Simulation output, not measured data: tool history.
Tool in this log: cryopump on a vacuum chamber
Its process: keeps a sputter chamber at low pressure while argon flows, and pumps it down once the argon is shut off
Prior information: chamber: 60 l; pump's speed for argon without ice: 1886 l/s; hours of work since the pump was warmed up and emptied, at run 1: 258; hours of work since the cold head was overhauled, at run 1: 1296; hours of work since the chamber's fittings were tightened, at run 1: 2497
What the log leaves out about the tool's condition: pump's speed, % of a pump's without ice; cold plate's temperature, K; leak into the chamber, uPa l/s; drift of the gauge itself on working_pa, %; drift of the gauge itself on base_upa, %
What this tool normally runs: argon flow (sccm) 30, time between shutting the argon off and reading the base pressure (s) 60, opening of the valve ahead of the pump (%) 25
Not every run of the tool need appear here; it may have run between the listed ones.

run,hour,argon flow (sccm),time between shutting the argon off and reading the base pressure (s),opening of the valve ahead of the pump (%),hours of work since the pump was warmed up and emptied,hours of work since the cold head was overhauled,hours of work since the chamber's fittings were tightened,pressure while argon flows (Pa),pressure after the wait (uPa)
1,0.0,30,60,25,258,1296,2497,0.1180,2.47
2,39.5,30,60,25,292,1330,2531,0.1192,2.63
# hour 83.1: pump warmed up, emptied and cooled again
3,93.1,30,60,25,9,1372,2572,0.1084,1.95
4,137.2,30,60,25,47,1410,2610,0.1089,2.15
5,179.0,30,60,25,83,1446,2646,0.1101,2.23
6,209.8,30,60,25,109,1473,2673,0.1112,2.29
7,232.9,21,162,34,129,1493,2693,0.0589,2.19
8,263.7,30,42,25,155,1519,2719,0.1130,2.48
9,293.4,18,69,19,181,1545,2745,0.0890,2.46
10,326.9,30,23,53,210,1574,2774,0.0580,3.04
11,361.2,26,70,48,239,1603,2803,0.0567,2.62
12,385.3,20,253,22,260,1624,2824,0.0885,2.56

Below are 5 alternative next runs, each starting from the tool's condition after run 12. Predict each:
A,407.3,30,60,51,279,1643,2843,?,?
B,407.3,40,48,21,279,1643,2843,?,?
C,407.3,50,60,25,279,1643,2843,?,?
D,407.3,26,234,25,279,1643,2843,?,?
E,407.3,49,68,22,279,1643,2843,?,?

run,pressure while argon flows (Pa),pressure after the wait (uPa)
A,0.0633,2.83
B,0.1863,2.92
C,0.1969,2.95
D,0.1023,2.70
E,0.2177,2.83
Had the tool no hidden state, the same runs would have come out as:
run,pressure while argon flows (Pa),pressure after the wait (uPa)
A,0.0523,0.42
B,0.1715,0.51
C,0.1786,0.47
D,0.0927,0.25
E,0.1996,0.43
